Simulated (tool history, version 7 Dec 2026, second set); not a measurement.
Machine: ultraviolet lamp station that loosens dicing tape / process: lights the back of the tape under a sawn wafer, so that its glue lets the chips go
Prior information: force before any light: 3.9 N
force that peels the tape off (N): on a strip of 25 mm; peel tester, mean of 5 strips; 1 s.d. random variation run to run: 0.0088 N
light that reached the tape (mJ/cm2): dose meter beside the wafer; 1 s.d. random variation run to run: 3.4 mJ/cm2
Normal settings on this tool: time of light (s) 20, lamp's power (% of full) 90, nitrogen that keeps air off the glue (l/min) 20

| run | hour | time of light (s) | lamp's power (% of full) | nitrogen that keeps air off the glue (l/min) | force that peels the tape off (N) | light that reached the tape (mJ/cm2) |
|---|---|---|---|---|---|---|
| 1 | 0 | 20 | 90 | 20 | 0.561 | 449 |
| 2 | 33.3 | 16 | 90 | 20 | 0.878 | 352 |
|  | 53.4 | window cleaned of glue's vapour |
| 3 | 56.2 | 20 | 90 | 20 | 0.623 | 422 |
| 4 | 70.4 | 20 | 90 | 20 | 0.637 | 417 |
| 5 | 96.4 | 20 | 90 | 20 | 0.672 | 415 |
| 6 | 112.6 | 20 | 90 | 20 | 0.653 | 404 |
|  | 115.2 | window cleaned of glue's vapour, once more |
| 7 | 133.4 | 20 | 63 | 20 | 0.77 | 360 |
| 8 | 162.7 | 20 | 63 | 20 | 0.775 | 362 |
| 9 | 182.7 | 20 | 63 | 20 | 0.831 | 354 |

Expected results for the next run?
| 10 | 204.1 | 32 | 68 | 23 | ? | ? |

Logged for run 10: force that peels the tape off (N) 0.294, light that reached the tape (mJ/cm2) 607.
Were there no unlogged condition in the tool, this run, its random variation unchanged, would have produced force that peels the tape off (N) 0.234, light that reached the tape (mJ/cm2) 671.
